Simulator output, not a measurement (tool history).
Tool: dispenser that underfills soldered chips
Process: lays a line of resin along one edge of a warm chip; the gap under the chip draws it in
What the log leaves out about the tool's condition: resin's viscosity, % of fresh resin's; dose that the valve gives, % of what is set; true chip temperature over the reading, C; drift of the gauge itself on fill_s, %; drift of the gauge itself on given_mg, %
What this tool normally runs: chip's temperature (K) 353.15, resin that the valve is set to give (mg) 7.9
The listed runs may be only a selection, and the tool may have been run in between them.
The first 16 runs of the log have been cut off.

run   hour  chip's temperature (K)  resin that the valve is set to give (mg)  hours of work since the syringe was changed  hours of work since the valve was cleaned  hours of work since the stage was calibrated  time until the resin shows at the far edge (s)  resin that the valve gave (mg)
     199.1  -- dispensing valve cleaned and set on the balance
 17  212.9                  353.15                                       7.9                                            9                                          9                                           179                                            67.9                            7.94
     214.6  -- new syringe of resin
 18  224.9                  367.15                                       7.9                                            6                                         16                                           187                                            38.5                            7.85
     231.5  -- new syringe of resin
 19  238.9                  343.15                                      7.85                                            5                                         24                                           195                                              73                            7.68
     248.7  -- new syringe of resin
 20  250.6                  338.15                                      8.06                                            1                                         31                                           202                                            70.2                            7.84
 21  257.7                  345.15                                      7.79                                            6                                         36                                           207                                            70.4                            7.55
     266.1  -- new syringe of resin
 22  268.5                  354.15                                      7.71                                            2                                         42                                           213                                            42.3                            7.48
 23  277.2                  342.15                                      7.19                                            7                                         48                                           219                                              88                            6.92
     282.5  -- new syringe of resin
 24  290.6                  342.15                                      7.19                                            5                                         56                                           227                                            78.6                            6.86
     297.6  -- dispensing valve cleaned and set on the balance
     299.9  -- new syringe of resin
 25    307                  351.15                                      7.75                                            4                                          6                                           236                                            55.5                            7.72
     316.6  -- new syringe of resin
 26  319.8                  361.15                                     10.29                                            2                                         13                                           244                                              35                           10.21
 27  332.1                  361.15                                     10.29                                           10                                         21                                           252                                              53                           10.09
       334  -- new syringe of resin
     350.4  -- new syringe of resin
 28  350.4                  361.15                                     10.29                                            0                                         32                                           263                                            30.5                           10.09
 29  361.7                  341.15                                      7.62                                            7                                         39                                           270                                            88.9                             7.3
       367  -- new syringe of resin
 30  373.9                  356.15                                      7.22                                            4                                         47                                           277                                              49                            6.97
       384  -- new syringe of resin
 31  390.3                  352.15                                      7.46                                            4                                         57                                           287                                            55.8                            7.06
     396.6  -- dispensing valve cleaned and set on the balance
 32  399.2                  350.15                                       7.9                                            9                                          2                                           292                                            74.1                            7.82
     401.6  -- new syringe of resin
 33  414.6                  343.15                                      9.72                                            8                                         11                                           301                                            87.4                            9.68
     418.7  -- new syringe of resin
 34  432.5                  348.15                                      6.73                                            9                                         22                                           312                                            82.7                            6.59
     435.5  -- new syringe of resin
 35    448                  364.15                                      7.18                                            8                                         31                                           322                                            47.1                               7

Consider 4 possible next runs. They are alternatives, not a sequence: every one starts from the tool as it was left by run 35. What does each give?
     452.3  -- new syringe of resin
  A  457.1                  363.15                                      9.36                                            3                                         37                                           327                                               ?                               ?
     452.3  -- new syringe of resin
  B  457.1                  364.15                                      9.73                                            3                                         37                                           327                                               ?                               ?
     452.3  -- new syringe of resin
  C  457.1                  362.15                                       7.9                                            3                                         37                                           327                                               ?                               ?
     452.3  -- new syringe of resin
  D  457.1                  344.15                                      7.18                                            3                                         37                                           327                                               ?                               ?

run  time until the resin shows at the far edge (s)  resin that the valve gave (mg)
  A                                            34.6                            8.95
  B                                              34                            9.35
  C                                            35.7                            7.67
  D                                            68.4                            6.94
With no hidden state in the tool, these same runs would have given:
run  time until the resin shows at the far edge (s)  resin that the valve gave (mg)
  A                                            27.1                            9.26
  B                                            26.8                            9.67
  C                                            27.8                            7.93
  D                                            52.9                            7.18
